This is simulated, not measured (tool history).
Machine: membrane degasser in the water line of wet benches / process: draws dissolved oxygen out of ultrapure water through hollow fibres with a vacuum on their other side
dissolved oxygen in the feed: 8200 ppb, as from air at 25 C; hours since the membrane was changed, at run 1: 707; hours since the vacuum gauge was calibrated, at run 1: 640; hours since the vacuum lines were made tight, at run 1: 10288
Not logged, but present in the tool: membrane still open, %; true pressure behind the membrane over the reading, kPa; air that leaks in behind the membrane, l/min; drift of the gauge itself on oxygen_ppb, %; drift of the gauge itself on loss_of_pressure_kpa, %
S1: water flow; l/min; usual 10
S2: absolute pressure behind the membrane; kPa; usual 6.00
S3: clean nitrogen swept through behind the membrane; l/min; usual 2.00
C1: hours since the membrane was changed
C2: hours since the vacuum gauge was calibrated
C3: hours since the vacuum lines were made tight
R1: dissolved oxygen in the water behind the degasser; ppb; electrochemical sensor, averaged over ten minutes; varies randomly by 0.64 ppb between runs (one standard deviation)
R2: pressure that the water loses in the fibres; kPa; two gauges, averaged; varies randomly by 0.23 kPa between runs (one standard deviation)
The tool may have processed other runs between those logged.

| run | day | S1 | S2 | S3 | C1 | C2 | C3 | R1 | R2 |
|---|---|---|---|---|---|---|---|---|---|
| 1 | 0.000 | 10 | 6.00 | 2.00 | 707 | 640 | 10288 | 57.2 | 56.89 |
| 2 | 3.104 | 10 | 6.00 | 2.00 | 782 | 715 | 10362 | 57.0 | 56.95 |
| 3 | 5.367 | 10 | 4.50 | 2.00 | 836 | 769 | 10417 | 37.3 | 57.01 |
| 4 | 7.812 | 10 | 4.50 | 2.00 | 895 | 828 | 10475 | 38.7 | 56.84 |
| 5 | 10.254 | 10 | 4.50 | 2.00 | 953 | 886 | 10534 | 37.9 | 57.16 |
| 6 | 11.754 | 10 | 4.50 | 2.00 | 989 | 922 | 10570 | 38.8 | 56.54 |
| 7 | 14.029 | 10 | 4.50 | 2.00 | 1044 | 977 | 10625 | 37.9 | 56.83 |
| 8 | 15.629 | 10 | 4.50 | 2.00 | 1082 | 1015 | 10663 | 37.6 | 56.83 |
| 9 | 18.246 | 10 | 6.00 | 2.00 | 1145 | 1078 | 10726 | 56.4 | 57.15 |
| 10 | 21.183 | 10 | 6.00 | 2.00 | 1216 | 1149 | 10796 | 55.5 | 57.01 |
| 11 | 24.233 | 10 | 4.69 | 2.00 | 1289 | 1222 | 10870 | 40.3 | 56.93 |
| 12 | 26.892 | 10 | 4.69 | 2.00 | 1353 | 1286 | 10933 | 40.8 | 56.99 |
| 13 | 28.896 | 10 | 4.69 | 2.00 | 1401 | 1334 | 10981 | 40.0 | 56.92 |
| 14 | 31.917 | 10 | 4.69 | 2.00 | 1473 | 1406 | 11054 | 40.1 | 57.10 |
| 15 | 33.304 | 10 | 4.69 | 2.00 | 1507 | 1440 | 11087 | 41.2 | 56.84 |
| 16 | 36.371 | 10 | 10.45 | 2.00 | 1580 | 1513 | 11161 | 111.0 | 57.27 |
| 17 | 39.246 | 10 | 10.45 | 2.00 | 1649 | 1582 | 11230 | 109.5 | 57.07 |
| 18 | 41.712 | 10 | 7.53 | 0.82 | 1709 | 1641 | 11289 | 143.0 | 56.79 |
| 19 | 43.717 | 10 | 7.53 | 0.82 | 1757 | 1689 | 11337 | 147.9 | 56.92 |
| 20 | 45.958 | 10 | 7.53 | 0.82 | 1810 | 1743 | 11391 | 143.7 | 57.20 |
| 21 | 48.533 | 15 | 4.87 | 1.80 | 1872 | 1805 | 11453 | 85.1 | 85.84 |
| 22 | 51.638 | 11 | 14.04 | 1.80 | 1947 | 1880 | 11527 | 185.1 | 62.57 |
| 23 | 53.838 | 11 | 14.04 | 1.80 | 1999 | 1932 | 11580 | 187.5 | 62.85 |
| 24 | 55.946 | 6 | 6.00 | 1.17 | 2050 | 1983 | 11631 | 41.7 | 34.28 |
| 25 | 58.596 | 6 | 6.00 | 1.17 | 2114 | 2047 | 11694 | 41.5 | 34.31 |
| 26 | 61.046 | 13 | 4.25 | 3.20 | 2172 | 2105 | 11753 | 49.7 | 73.57 |
| 27 | 63.125 | 13 | 4.25 | 3.20 | 2222 | 2155 | 11803 | 48.8 | 73.69 |
| 28 | 66.158 | 11 | 6.00 | 2.00 | 2295 | 2228 | 11876 | 65.2 | 62.49 |
| 29 | 68.846 | 9 | 6.00 | 5.18 | 2360 | 2293 | 11940 | 29.7 | 51.11 |
| 30 | 70.967 | 9 | 6.00 | 5.18 | 2411 | 2343 | 11991 | 29.4 | 51.27 |
| 31 | 73.967 | 7 | 3.60 | 2.00 | 2483 | 2415 | 12063 | 13.1 | 39.87 |
| 32 | 76.796 | 9 | 3.73 | 1.74 | 2550 | 2483 | 12131 | 24.1 | 51.45 |

What if the next run were any one of these 4? Each begins from the tool's condition after run 32:
| A | 79.008 | 10 | 6.00 | 3.11 | 2604 | 2536 | 12184 | ? | ? |
| B | 79.008 | 10 | 3.60 | 4.53 | 2604 | 2536 | 12184 | ? | ? |
| C | 79.008 | 9 | 3.73 | 3.41 | 2604 | 2536 | 12184 | ? | ? |
| D | 79.008 | 9 | 13.14 | 1.70 | 2604 | 2536 | 12184 | ? | ? |

| run | R1 | R2 |
|---|---|---|
| A | 44.8 | 56.27 |
| B | 24.4 | 56.90 |
| C | 21.1 | 51.27 |
| D | 144.0 | 51.41 |
The same runs, with their run-to-run variation unchanged, on a tool lacking any hidden condition would have given:
| run | R1 | R2 |
|---|---|---|
| A | 44.8 | 56.26 |
| B | 24.4 | 56.90 |
| C | 21.0 | 51.26 |
| D | 143.8 | 51.40 |

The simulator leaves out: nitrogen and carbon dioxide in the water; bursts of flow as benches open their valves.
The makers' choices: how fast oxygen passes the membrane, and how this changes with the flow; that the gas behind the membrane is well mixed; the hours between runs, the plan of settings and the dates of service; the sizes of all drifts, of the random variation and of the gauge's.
